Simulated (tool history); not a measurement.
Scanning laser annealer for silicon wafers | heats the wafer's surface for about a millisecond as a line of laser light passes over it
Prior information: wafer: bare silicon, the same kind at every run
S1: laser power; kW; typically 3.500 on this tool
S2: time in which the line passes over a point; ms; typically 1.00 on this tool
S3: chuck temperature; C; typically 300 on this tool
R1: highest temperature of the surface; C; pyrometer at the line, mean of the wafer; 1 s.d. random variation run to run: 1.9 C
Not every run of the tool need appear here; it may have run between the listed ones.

run   hour     S1    S2   S3    R1
  1    0.0  3.500  1.00  300  1104
  2   20.7  3.070  1.00  300   992
  3   33.9  3.070  0.74  300   906
  4   58.6  3.070  0.74  300   911
  5   89.1  3.070  0.74  300   907
  6  110.6  3.500  1.00  300  1105
  7  139.5  3.500  1.00  300  1106
  8  158.9  3.500  1.00  300  1106
  9  184.8  3.630  1.07  328  1192
 10  204.3  3.630  1.07  328  1192
 11  225.2  3.630  1.06  334  1196
 12  241.2  3.500  0.87  300  1057
 13  261.0  3.500  0.87  300  1056

Branching from run 13: 3 alternative next runs. What would each branch give?
     290.8  -- window over the wafer cleaned
  A  290.8  3.609  0.86  297   ?
     290.8  -- window over the wafer cleaned
  B  290.8  3.543  0.87  300   ?
     290.8  -- window over the wafer cleaned
  C  290.8  3.568  1.00  300   ?

run    R1
  A  1074
  B  1069
  C  1122
Had the tool no hidden state, the same runs would have come out as:
run    R1
  A  1074
  B  1069
  C  1122
